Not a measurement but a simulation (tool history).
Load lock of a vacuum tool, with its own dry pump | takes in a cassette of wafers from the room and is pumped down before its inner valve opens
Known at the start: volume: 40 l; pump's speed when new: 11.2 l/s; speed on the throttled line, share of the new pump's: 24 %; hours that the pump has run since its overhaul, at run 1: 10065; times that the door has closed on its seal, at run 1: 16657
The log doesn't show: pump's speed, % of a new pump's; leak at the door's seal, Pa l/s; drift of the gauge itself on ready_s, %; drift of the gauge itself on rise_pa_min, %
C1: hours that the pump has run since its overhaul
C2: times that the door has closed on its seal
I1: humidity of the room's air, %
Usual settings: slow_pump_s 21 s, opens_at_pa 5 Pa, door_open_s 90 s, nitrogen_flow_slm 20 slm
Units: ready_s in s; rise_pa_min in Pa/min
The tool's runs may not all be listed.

Run 1, hour 0.0: usual settings; C1 10065; C2 16657; I1 47.0. Result: ready_s 56.7 s, rise_pa_min 0.048 Pa/min.
Run 2, hour 147.3: usual settings but opens_at_pa 6 Pa; C1 10213; C2 17286; I1 46.5. Result: ready_s 55.3 s, rise_pa_min 0.047 Pa/min.
Run 3, hour 325.1: usual settings but opens_at_pa 6 Pa; C1 10390; C2 18044; I1 45.8. Result: ready_s 55.5 s, rise_pa_min 0.047 Pa/min.
Run 4, hour 407.1: usual settings; C1 10472; C2 18394; I1 48.2. Result: ready_s 56.2 s, rise_pa_min 0.054 Pa/min.
Run 5, hour 489.2: usual settings; C1 10554; C2 18744; I1 46.2. Result: ready_s 55.9 s, rise_pa_min 0.050 Pa/min.
Run 6, hour 653.3: usual settings; C1 10719; C2 19445; I1 46.0. Result: ready_s 56.4 s, rise_pa_min 0.050 Pa/min.
Run 7, hour 838.1: usual settings but nitrogen_flow_slm 16 slm; C1 10903; C2 20233; I1 48.0. Result: ready_s 56.3 s, rise_pa_min 0.058 Pa/min.
Run 8, hour 1005.5: usual settings but nitrogen_flow_slm 16 slm; C1 11071; C2 20948; I1 43.0. Result: ready_s 56.9 s, rise_pa_min 0.055 Pa/min.
Run 9, hour 1171.1: usual settings but nitrogen_flow_slm 16 slm; C1 11236; C2 21654; I1 45.0. Result: ready_s 56.0 s, rise_pa_min 0.055 Pa/min.
Run 10, hour 1334.5: usual settings but nitrogen_flow_slm 16 slm; C1 11400; C2 22351; I1 41.7. Result: ready_s 56.9 s, rise_pa_min 0.056 Pa/min.
Run 11, hour 1508.2: usual settings but nitrogen_flow_slm 16 slm; C1 11573; C2 23092; I1 43.5. Result: ready_s 56.4 s, rise_pa_min 0.063 Pa/min.
Run 12, hour 1699.2: usual settings but nitrogen_flow_slm 16 slm; C1 11764; C2 23907; I1 44.8. Result: ready_s 57.4 s, rise_pa_min 0.059 Pa/min.
Run 13, hour 1889.5: usual settings but nitrogen_flow_slm 16 slm; C1 11955; C2 24719; I1 44.1. Result: ready_s 56.6 s, rise_pa_min 0.064 Pa/min.
Run 14, hour 1999.6: usual settings but nitrogen_flow_slm 16 slm; C1 12065; C2 25189; I1 45.0. Result: ready_s 57.0 s, rise_pa_min 0.067 Pa/min.
Run 15, hour 2093.2: usual settings but door_open_s 164 s, nitrogen_flow_slm 16 slm; C1 12159; C2 25589; I1 45.0. Result: ready_s 57.6 s, rise_pa_min 0.069 Pa/min.
Run 16, hour 2188.6: usual settings but door_open_s 164 s, nitrogen_flow_slm 16 slm; C1 12254; C2 25996; I1 44.2. Result: ready_s 57.0 s, rise_pa_min 0.078 Pa/min.
Run 17, hour 2330.0: usual settings but door_open_s 164 s, nitrogen_flow_slm 16 slm; C1 12395; C2 26599; I1 47.1. Result: ready_s 56.4 s, rise_pa_min 0.074 Pa/min.
Run 18, hour 2422.9: usual settings but door_open_s 164 s, nitrogen_flow_slm 16 slm; C1 12488; C2 26995; I1 42.3. Result: ready_s 56.4 s, rise_pa_min 0.073 Pa/min.
Run 19, hour 2535.1: usual settings but door_open_s 164 s, nitrogen_flow_slm 16 slm; C1 12600; C2 27474; I1 46.1. Result: ready_s 57.6 s, rise_pa_min 0.075 Pa/min.
Run 20, hour 2668.9: usual settings but slow_pump_s 25 s, door_open_s 26 s, nitrogen_flow_slm 16 slm; C1 12734; C2 28045; I1 43.9. Result: ready_s 60.4 s, rise_pa_min 0.056 Pa/min.
Run 21, hour 2805.2: usual settings but slow_pump_s 25 s, door_open_s 26 s, nitrogen_flow_slm 16 slm; C1 12871; C2 28627; I1 41.4. Result: ready_s 59.9 s, rise_pa_min 0.062 Pa/min.
Run 22, hour 2896.1: usual settings but slow_pump_s 11 s, opens_at_pa 6 Pa, door_open_s 41 s, nitrogen_flow_slm 10 slm; C1 12961; C2 29014; I1 43.9. Result: ready_s 49.9 s, rise_pa_min 0.062 Pa/min.
Run 23, hour 3053.5: usual settings but slow_pump_s 11 s, opens_at_pa 6 Pa, door_open_s 41 s, nitrogen_flow_slm 10 slm; C1 13119; C2 29686; I1 43.7. Result: ready_s 49.7 s, rise_pa_min 0.071 Pa/min.
Run 24, hour 3203.7: usual settings but slow_pump_s 15 s, opens_at_pa 6 Pa, nitrogen_flow_slm 25 slm; C1 13269; C2 30327; I1 43.5. Result: ready_s 52.2 s, rise_pa_min 0.068 Pa/min.
Run 25, hour 3286.6: usual settings but slow_pump_s 39 s, door_open_s 71 s; C1 13352; C2 30680; I1 45.2. Result: ready_s 71.1 s, rise_pa_min 0.066 Pa/min.
Run 26, hour 3407.8: usual settings but slow_pump_s 19 s, door_open_s 71 s, nitrogen_flow_slm 16 slm; C1 13473; C2 31197; I1 43.2. Result: ready_s 56.7 s, rise_pa_min 0.072 Pa/min.
Run 27, hour 3592.3: usual settings but slow_pump_s 19 s, door_open_s 71 s, nitrogen_flow_slm 16 slm; C1 13658; C2 31985; I1 43.7. Result: ready_s 56.2 s, rise_pa_min 0.079 Pa/min.
Run 28, hour 3704.3: usual settings but slow_pump_s 12 s, opens_at_pa 7 Pa, door_open_s 117 s, nitrogen_flow_slm 40 slm; C1 13770; C2 32463; I1 43.4. Result: ready_s 49.5 s, rise_pa_min 0.064 Pa/min.
Run 29, hour 3812.3: usual settings but opens_at_pa 6 Pa, door_open_s 84 s, nitrogen_flow_slm 25 slm; C1 13878; C2 32924; I1 43.1. Result: ready_s 57.0 s, rise_pa_min 0.075 Pa/min.
Run 30, hour 3978.5: usual settings but opens_at_pa 6 Pa, door_open_s 84 s, nitrogen_flow_slm 25 slm; C1 14044; C2 33632; I1 45.5. Result: ready_s 56.9 s, rise_pa_min 0.073 Pa/min.
Run 31, hour 4069.8: usual settings but slow_pump_s 19 s, door_open_s 94 s, nitrogen_flow_slm 4 slm; C1 14135; C2 34022; I1 42.0. Result: ready_s 57.8 s, rise_pa_min 0.097 Pa/min.
Run 32, hour 4258.2: usual settings but slow_pump_s 19 s, opens_at_pa 9 Pa, door_open_s 29 s, nitrogen_flow_slm 4 slm; C1 14324; C2 34826; I1 45.8. Result: ready_s 54.4 s, rise_pa_min 0.089 Pa/min.
Run 33, hour 4406.4: usual settings but door_open_s 38 s; C1 14472; C2 35459; I1 44.9. Result: ready_s 58.5 s, rise_pa_min 0.076 Pa/min.
Run 34, hour 4487.0: usual settings but door_open_s 54 s, nitrogen_flow_slm 6 slm; C1 14552; C2 35802; I1 42.3. Result: ready_s 59.1 s, rise_pa_min 0.092 Pa/min.
Run 35, hour 4615.0: usual settings but door_open_s 54 s, nitrogen_flow_slm 6 slm; C1 14680; C2 36348; I1 45.9. Result: ready_s 58.2 s, rise_pa_min 0.095 Pa/min.
Run 36, hour 4698.5: usual settings but opens_at_pa 4 Pa, door_open_s 54 s, nitrogen_flow_slm 6 slm; C1 14764; C2 36705; I1 45.1. Result: ready_s 59.2 s, rise_pa_min 0.101 Pa/min.
Run 37, hour 4799.2: usual settings but slow_pump_s 12 s, opens_at_pa 4 Pa, door_open_s 32 s, nitrogen_flow_slm 6 slm; C1 14865; C2 37135; I1 47.6. Result: ready_s 52.4 s, rise_pa_min 0.094 Pa/min.
Run 38, hour 4970.9: usual settings but slow_pump_s 12 s, opens_at_pa 4 Pa, door_open_s 183 s, nitrogen_flow_slm 6 slm; C1 15036; C2 37867; I1 45.9. Result: ready_s 52.8 s, rise_pa_min 0.124 Pa/min.

Hidden state or all else? Some run-to-run changes of ready_s, split into what the settings, what came in and random variation would give without the hidden state, and what is left for the hidden state (with any gauge scatter that isn't in both results):
Run 21 -> 22: slow_pump_s 25 -> 11, opens_at_pa 5 -> 6, door_open_s 26 -> 41, nitrogen_flow_slm 16 -> 10. ready_s -10.0 s: hidden state +0.6, all else -10.6.
Run 24 -> 25: slow_pump_s 15 -> 39, opens_at_pa 6 -> 5, door_open_s 90 -> 71, nitrogen_flow_slm 25 -> 20. ready_s +18.9 s: hidden state -0.9, all else +19.8.
Run 25 -> 26: slow_pump_s 39 -> 19, nitrogen_flow_slm 20 -> 16. ready_s -14.4 s: hidden state +1.0, all else -15.4.
